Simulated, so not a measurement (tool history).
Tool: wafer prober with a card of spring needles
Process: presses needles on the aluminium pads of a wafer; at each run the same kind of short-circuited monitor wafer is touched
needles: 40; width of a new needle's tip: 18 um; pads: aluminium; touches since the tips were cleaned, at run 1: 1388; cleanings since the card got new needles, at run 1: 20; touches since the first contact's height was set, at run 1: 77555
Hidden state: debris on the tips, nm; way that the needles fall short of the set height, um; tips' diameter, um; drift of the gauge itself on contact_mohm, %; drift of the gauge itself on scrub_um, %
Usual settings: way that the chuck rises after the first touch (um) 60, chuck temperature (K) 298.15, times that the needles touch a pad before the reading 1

| run | hour | way that the chuck rises after the first touch (um) | chuck temperature (K) | times that the needles touch a pad before the reading | touches since the tips were cleaned | cleanings since the card got new needles | touches since the first contact's height was set | resistance of one needle with its contact and lead (mohm) | way that a needle slides on the pad (um) |
|---|---|---|---|---|---|---|---|---|---|
| 1 | 0.0 | 60 | 298.15 | 1 | 1388 | 20 | 77555 | 213 | 7.95 |
|  | 6.0 | tips cleaned on abrasive film |
|  | 15.5 | tips cleaned on abrasive film |
| 2 | 15.5 | 60 | 298.15 | 1 | 0 | 22 | 84467 | 205 | 7.86 |
|  | 24.2 | tips cleaned on abrasive film |
|  | 33.1 | tips cleaned on abrasive film |
| 3 | 33.1 | 60 | 298.15 | 1 | 0 | 24 | 92315 | 205 | 7.76 |
|  | 41.9 | tips cleaned on abrasive film |
| 4 | 49.8 | 60 | 327.15 | 1 | 3563 | 25 | 99808 | 247 | 7.80 |
|  | 51.6 | tips cleaned on abrasive film |
| 5 | 59.4 | 60 | 298.15 | 1 | 3532 | 26 | 104083 | 238 | 7.67 |
|  | 61.3 | tips cleaned on abrasive film |
|  | 70.0 | tips cleaned on abrasive film |
| 6 | 72.5 | 46 | 298.15 | 1 | 1152 | 28 | 109906 | 236 | 5.87 |
|  | 78.3 | tips cleaned on abrasive film |
|  | 87.5 | tips cleaned on abrasive film |
| 7 | 92.6 | 60 | 298.15 | 1 | 2314 | 30 | 118854 | 228 | 7.81 |
|  | 96.0 | tips cleaned on abrasive film |
|  | 104.7 | tips cleaned on abrasive film |
| 8 | 112.2 | 60 | 375.15 | 1 | 3391 | 32 | 127614 | 252 | 7.63 |
|  | 113.7 | tips cleaned on abrasive film |
|  | 115.3 | tips cleaned on abrasive film, once more |
|  | 123.7 | tips cleaned on abrasive film |
| 9 | 130.6 | 60 | 375.15 | 1 | 3087 | 35 | 135754 | 245 | 7.58 |
|  | 133.3 | tips cleaned on abrasive film |
|  | 141.8 | tips cleaned on abrasive film |
| 10 | 147.7 | 60 | 310.15 | 1 | 2639 | 37 | 143379 | 234 | 7.65 |
|  | 150.5 | tips cleaned on abrasive film |
| 11 | 158.5 | 60 | 306.15 | 1 | 3578 | 38 | 148205 | 246 | 7.66 |
|  | 160.2 | tips cleaned on abrasive film |
|  | 169.2 | tips cleaned on abrasive film |
|  | 177.7 | tips cleaned on abrasive film |
| 12 | 178.2 | 60 | 306.15 | 1 | 223 | 41 | 156971 | 212 | 7.52 |
|  | 186.9 | tips cleaned on abrasive film |
|  | 196.0 | tips cleaned on abrasive film |
|  | 196.9 | height of the first contact set anew |
| 13 | 196.9 | 60 | 320.15 | 1 | 279 | 43 | 0 | 210 | 8.03 |
|  | 205.7 | tips cleaned on abrasive film |
| 14 | 213.5 | 60 | 298.15 | 1 | 3505 | 44 | 7444 | 233 | 8.16 |
|  | 214.5 | tips cleaned on abrasive film |
|  | 223.5 | tips cleaned on abrasive film |
|  | 232.7 | tips cleaned on abrasive film |
| 15 | 233.7 | 60 | 383.15 | 1 | 492 | 47 | 16442 | 225 | 8.01 |
|  | 242.0 | tips cleaned on abrasive film |
| 16 | 244.6 | 60 | 383.15 | 1 | 1199 | 48 | 21310 | 231 | 8.02 |
|  | 251.6 | tips cleaned on abrasive film |
| 17 | 257.0 | 60 | 383.15 | 1 | 2454 | 49 | 26839 | 245 | 8.12 |
|  | 260.6 | tips cleaned on abrasive film |
|  | 269.3 | tips cleaned on abrasive film |
| 18 | 277.2 | 60 | 383.15 | 1 | 3576 | 51 | 35854 | 250 | 8.11 |
|  | 278.8 | tips cleaned on abrasive film |
|  | 287.5 | tips cleaned on abrasive film |
| 19 | 289.2 | 60 | 310.15 | 1 | 794 | 53 | 41191 | 216 | 8.16 |
|  | 296.7 | tips cleaned on abrasive film |
|  | 305.4 | tips cleaned on abrasive film |
| 20 | 306.2 | 42 | 305.15 | 2 | 334 | 55 | 48731 | 216 | 5.70 |
|  | 314.0 | tips cleaned on abrasive film |
| 21 | 318.6 | 42 | 305.15 | 2 | 2078 | 56 | 54289 | 238 | 5.53 |
|  | 322.7 | tips cleaned on abrasive film |
|  | 331.6 | tips cleaned on abrasive film |
| 22 | 332.2 | 70 | 328.15 | 2 | 270 | 58 | 60351 | 211 | 9.41 |
|  | 340.7 | tips cleaned on abrasive film |
|  | 349.9 | tips cleaned on abrasive film |
| 23 | 350.5 | 79 | 349.15 | 1 | 310 | 60 | 68523 | 213 | 10.52 |
|  | 359.7 | tips cleaned on abrasive film |
| 24 | 362.4 | 60 | 298.15 | 2 | 1208 | 61 | 73806 | 210 | 7.84 |
|  | 368.3 | tips cleaned on abrasive film |
| 25 | 375.1 | 44 | 298.15 | 2 | 3091 | 62 | 79523 | 243 | 5.80 |
|  | 376.7 | tips cleaned on abrasive film |
|  | 385.2 | tips cleaned on abrasive film |
| 26 | 391.3 | 44 | 380.15 | 2 | 2779 | 64 | 86733 | 255 | 5.78 |
|  | 394.6 | tips cleaned on abrasive film |
|  | 404.0 | tips cleaned on abrasive film |
| 27 | 410.5 | 68 | 389.15 | 3 | 2944 | 66 | 95286 | 231 | 9.05 |
|  | 412.9 | tips cleaned on abrasive film |
| 28 | 419.4 | 60 | 298.15 | 1 | 2913 | 67 | 99258 | 234 | 7.93 |
|  | 421.3 | tips cleaned on abrasive film |
|  | 430.5 | tips cleaned on abrasive film |
| 29 | 431.3 | 44 | 298.15 | 2 | 367 | 69 | 104523 | 213 | 5.67 |
|  | 439.0 | tips cleaned on abrasive film |
|  | 447.9 | tips cleaned on abrasive film |
| 30 | 447.9 | 46 | 339.15 | 1 | 0 | 71 | 111936 | 220 | 5.94 |
|  | 456.9 | tips cleaned on abrasive film |
| 31 | 458.9 | 60 | 326.15 | 1 | 898 | 72 | 116825 | 226 | 7.82 |

Forecast each of these 3 alternatives for the next run:
|  | 465.2 | tips cleaned on abrasive film |
|  | 475.0 | tips cleaned on abrasive film |
| A | 477.5 | 72 | 388.15 | 3 | 1100 | 74 | 125130 | ? | ? |
|  | 465.2 | tips cleaned on abrasive film |
|  | 475.0 | tips cleaned on abrasive film |
| B | 477.5 | 45 | 306.15 | 3 | 1100 | 74 | 125130 | ? | ? |
|  | 465.2 | tips cleaned on abrasive film |
|  | 475.0 | tips cleaned on abrasive film |
| C | 477.5 | 70 | 333.15 | 1 | 1100 | 74 | 125130 | ? | ? |

| run | resistance of one needle with its contact and lead (mohm) | way that a needle slides on the pad (um) |
|---|---|---|
| A | 222 | 9.39 |
| B | 219 | 5.80 |
| C | 222 | 9.39 |
Without the tool's hidden state the same runs would have given:
| run | resistance of one needle with its contact and lead (mohm) | way that a needle slides on the pad (um) |
|---|---|---|
| A | 216 | 9.71 |
| B | 205 | 6.12 |
| C | 207 | 9.71 |
